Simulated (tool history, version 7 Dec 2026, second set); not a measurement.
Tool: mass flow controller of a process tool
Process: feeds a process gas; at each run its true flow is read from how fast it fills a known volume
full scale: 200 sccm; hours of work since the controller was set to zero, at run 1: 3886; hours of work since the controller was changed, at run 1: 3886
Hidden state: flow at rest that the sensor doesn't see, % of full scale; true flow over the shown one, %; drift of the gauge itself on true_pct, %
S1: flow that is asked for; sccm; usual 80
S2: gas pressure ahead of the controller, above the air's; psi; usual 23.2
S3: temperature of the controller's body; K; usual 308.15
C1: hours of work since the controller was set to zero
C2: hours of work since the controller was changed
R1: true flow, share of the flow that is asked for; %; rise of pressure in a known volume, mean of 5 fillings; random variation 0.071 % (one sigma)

| run | hour | S1 | S2 | S3 | C1 | C2 | R1 |
|---|---|---|---|---|---|---|---|
| 1 | 0.0 | 80 | 23.2 | 308.15 | 3886 | 3886 | 102.27 |
| 2 | 157.1 | 80 | 23.2 | 308.15 | 3964 | 3964 | 102.28 |
| 3 | 387.1 | 80 | 23.2 | 308.15 | 4078 | 4078 | 102.28 |
| 4 | 560.4 | 94 | 23.2 | 308.15 | 4164 | 4164 | 102.26 |
| 5 | 801.4 | 94 | 23.2 | 308.15 | 4284 | 4284 | 102.25 |
| 6 | 1080.1 | 80 | 23.2 | 308.15 | 4422 | 4422 | 102.42 |
| 7 | 1227.7 | 42 | 23.2 | 308.15 | 4495 | 4495 | 104.19 |
| 8 | 1444.4 | 80 | 23.2 | 308.15 | 4603 | 4603 | 102.69 |
| 9 | 1751.3 | 80 | 23.2 | 308.15 | 4755 | 4755 | 102.62 |
| 10 | 1914.5 | 104 | 38.1 | 306.15 | 4836 | 4836 | 102.84 |
| 11 | 2111.0 | 36 | 23.2 | 299.15 | 4934 | 4934 | 104.43 |
| 12 | 2453.1 | 36 | 23.2 | 299.15 | 5103 | 5103 | 104.52 |
| 13 | 2716.3 | 26 | 35.0 | 302.15 | 5234 | 5234 | 107.19 |
| 14 | 2944.5 | 80 | 23.2 | 301.15 | 5347 | 5347 | 102.42 |
| 15 | 3279.8 | 80 | 23.2 | 301.15 | 5513 | 5513 | 102.54 |
| 16 | 3492.5 | 80 | 23.2 | 301.15 | 5619 | 5619 | 102.56 |
| 17 | 3841.4 | 80 | 23.4 | 301.15 | 5792 | 5792 | 102.72 |
|  | 4102.1 | controller's zero set anew |
| 18 | 4195.3 | 101 | 39.6 | 298.15 | 46 | 5967 | 100.92 |

Measured less the same run without the tool's hidden state. The same run-to-run variation is in both; the gauge's scatter may not be:
| run | R1 |
|---|---|
| 1 | +1.83 |
| 2 | +1.88 |
| 3 | +1.93 |
| 4 | +1.73 |
| 5 | +1.79 |
| 6 | +2.12 |
| 7 | +3.82 |
| 8 | +2.22 |
| 9 | +2.29 |
| 10 | +1.87 |
| 11 | +4.87 |
| 12 | +5.04 |
| 13 | +7.03 |
| 14 | +2.61 |
| 15 | +2.70 |
| 16 | +2.75 |
| 17 | +2.84 |
| 18 | +0.52 |

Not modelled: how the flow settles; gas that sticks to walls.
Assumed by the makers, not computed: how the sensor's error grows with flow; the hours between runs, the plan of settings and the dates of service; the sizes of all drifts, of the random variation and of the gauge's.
